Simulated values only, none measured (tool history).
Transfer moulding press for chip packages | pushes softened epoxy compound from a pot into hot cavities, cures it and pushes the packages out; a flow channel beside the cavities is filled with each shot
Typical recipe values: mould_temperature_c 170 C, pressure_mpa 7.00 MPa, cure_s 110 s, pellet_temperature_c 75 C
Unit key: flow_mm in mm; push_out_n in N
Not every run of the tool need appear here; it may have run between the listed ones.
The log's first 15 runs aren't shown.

run	hour	mould_temperature_c	pressure_mpa	cure_s	pellet_temperature_c	hours of work since the mould's thermocouples were calibrated	shots since the plunger's rings were changed	shots since the cavities were cleaned	incoming compound's hours out of the cold store	flow_mm	push_out_n
# hour 153.2: mould's thermocouples calibrated
16	158.1	170	7.00	110	77	3	3102	326	29.5	842	361
17	173.2	170	6.51	110	79	11	3234	458	14.2	882	367
18	188.7	172	6.24	111	81	20	3370	594	27.6	794	370
19	203.4	175	7.00	110	73	28	3499	723	15.4	892	351
20	210.6	170	7.00	104	85	32	3563	787	8.5	947	487
21	218.3	170	7.00	104	85	36	3630	854	42.4	785	483
# hour 222.4: mould's thermocouples calibrated, once more
22	228.8	170	7.00	104	85	4	3704	928	32.6	817	475
# hour 240.5: cavities cleaned with cleaning compound and waxed
23	245.4	165	6.29	144	67	12	3837	43	12.3	893	220
24	255.5	165	6.29	144	67	18	3925	131	11.0	901	254

Run 25, settings as shown, results not yet in. Your forecast:
25	262.1	166	7.00	110	85	21	3982	188	18.8	?	?

{"run 25": {"flow_mm": 917, "push_out_n": 380}}
Had the tool carried no hidden state, the very same run would have given flow_mm 971 mm, push_out_n 265 N.

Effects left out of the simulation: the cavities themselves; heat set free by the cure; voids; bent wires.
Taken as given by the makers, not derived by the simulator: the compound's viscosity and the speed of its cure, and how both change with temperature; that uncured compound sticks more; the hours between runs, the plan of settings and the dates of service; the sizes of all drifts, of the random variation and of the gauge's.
